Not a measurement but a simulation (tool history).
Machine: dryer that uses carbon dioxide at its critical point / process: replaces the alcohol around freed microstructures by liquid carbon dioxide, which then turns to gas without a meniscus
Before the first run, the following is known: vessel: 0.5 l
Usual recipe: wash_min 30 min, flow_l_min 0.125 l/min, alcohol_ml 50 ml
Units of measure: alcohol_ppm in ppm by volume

Run 1, hour 0.0: usual settings. Result: alcohol_ppm 806 ppm by volume.
Run 2, hour 29.3: usual settings. Result: alcohol_ppm 828 ppm by volume.
Run 3, hour 61.0: usual settings. Result: alcohol_ppm 843 ppm by volume.
Run 4, hour 85.4: usual settings. Result: alcohol_ppm 875 ppm by volume.
Run 5, hour 121.4: usual settings. Result: alcohol_ppm 890 ppm by volume.
Run 6, hour 152.3: usual settings but alcohol_ml 58 ml. Result: alcohol_ppm 1042 ppm by volume.
Run 7, hour 176.8: usual settings but alcohol_ml 58 ml. Result: alcohol_ppm 1060 ppm by volume.
Run 8, hour 205.9: usual settings but alcohol_ml 58 ml. Result: alcohol_ppm 1075 ppm by volume.
Run 9, hour 230.6: usual settings. Result: alcohol_ppm 981 ppm by volume.
Run 10, hour 268.8: usual settings. Result: alcohol_ppm 1034 ppm by volume.
Run 11, hour 307.8: usual settings. Result: alcohol_ppm 1078 ppm by volume.
Run 12, hour 325.4: usual settings. Result: alcohol_ppm 1022 ppm by volume.
Run 13, hour 347.9: usual settings. Result: alcohol_ppm 1064 ppm by volume.
Run 14, hour 375.9: usual settings but alcohol_ml 47 ml. Result: alcohol_ppm 1020 ppm by volume.
Run 15, hour 392.9: usual settings. Result: alcohol_ppm 1103 ppm by volume.
Run 16, hour 420.2: usual settings. Result: alcohol_ppm 1147 ppm by volume.
Run 17, hour 447.6: usual settings. Result: alcohol_ppm 1164 ppm by volume.
Run 18, hour 483.9: usual settings. Result: alcohol_ppm 1162 ppm by volume.
Run 19, hour 509.5: usual settings. Result: alcohol_ppm 1183 ppm by volume.
Run 20, hour 533.6: usual settings. Result: alcohol_ppm 1228 ppm by volume.
Run 21, hour 553.1: usual settings. Result: alcohol_ppm 1257 ppm by volume.
Run 22, hour 579.3: usual settings. Result: alcohol_ppm 1233 ppm by volume.
Run 23, hour 614.5: usual settings. Result: alcohol_ppm 1276 ppm by volume.
Run 24, hour 631.5: usual settings but wash_min 36 min, flow_l_min 0.210 l/min, alcohol_ml 28 ml. Result: alcohol_ppm 237 ppm by volume.
At hour 659.4: inlet filter changed.
Run 25, hour 664.5: usual settings but wash_min 36 min, flow_l_min 0.210 l/min, alcohol_ml 28 ml. Result: alcohol_ppm 228 ppm by volume.
Run 26, hour 687.4: usual settings but wash_min 21 min, flow_l_min 0.175 l/min, alcohol_ml 84 ml. Result: alcohol_ppm 1114 ppm by volume.
Run 27, hour 726.2: usual settings but wash_min 26 min, flow_l_min 0.142 l/min, alcohol_ml 68 ml. Result: alcohol_ppm 929 ppm by volume.
Run 28, hour 756.7: usual settings but wash_min 45 min, flow_l_min 0.179 l/min. Result: alcohol_ppm 232 ppm by volume.
Run 29, hour 788.6: usual settings but wash_min 45 min, flow_l_min 0.179 l/min. Result: alcohol_ppm 243 ppm by volume.
Run 30, hour 813.3: usual settings but wash_min 26 min, flow_l_min 0.150 l/min. Result: alcohol_ppm 662 ppm by volume.
Run 31, hour 834.7: usual settings but wash_min 45 min, flow_l_min 0.178 l/min, alcohol_ml 67 ml. Result: alcohol_ppm 242 ppm by volume.
Run 32, hour 864.6: usual settings but wash_min 28 min, flow_l_min 0.095 l/min, alcohol_ml 68 ml. Result: alcohol_ppm 3376 ppm by volume.
At hour 870.5: purifier's bed changed.
Run 33, hour 893.7: usual settings but wash_min 23 min, flow_l_min 0.176 l/min. Result: alcohol_ppm 376 ppm by volume.
Run 34, hour 934.8: usual settings but wash_min 23 min, flow_l_min 0.115 l/min, alcohol_ml 92 ml. Result: alcohol_ppm 4731 ppm by volume.
Run 35, hour 972.2: usual settings but wash_min 23 min, flow_l_min 0.115 l/min, alcohol_ml 92 ml. Result: alcohol_ppm 4654 ppm by volume.
Run 36, hour 1010.5: usual settings but wash_min 19 min, flow_l_min 0.110 l/min, alcohol_ml 24 ml. Result: alcohol_ppm 2746 ppm by volume.
Run 37, hour 1046.6: usual settings but alcohol_ml 31 ml. Result: alcohol_ppm 396 ppm by volume.

The next listed run, before its measurement:
Run 38, hour 1078.4: usual settings but wash_min 26 min, flow_l_min 0.095 l/min, alcohol_ml 67 ml. Result: alcohol_ppm ?.

Run 38 produced alcohol_ppm 4426 ppm by volume.
With the hidden condition absent and the run-to-run variation left alone, this run would have shown alcohol_ppm 3505 ppm by volume.
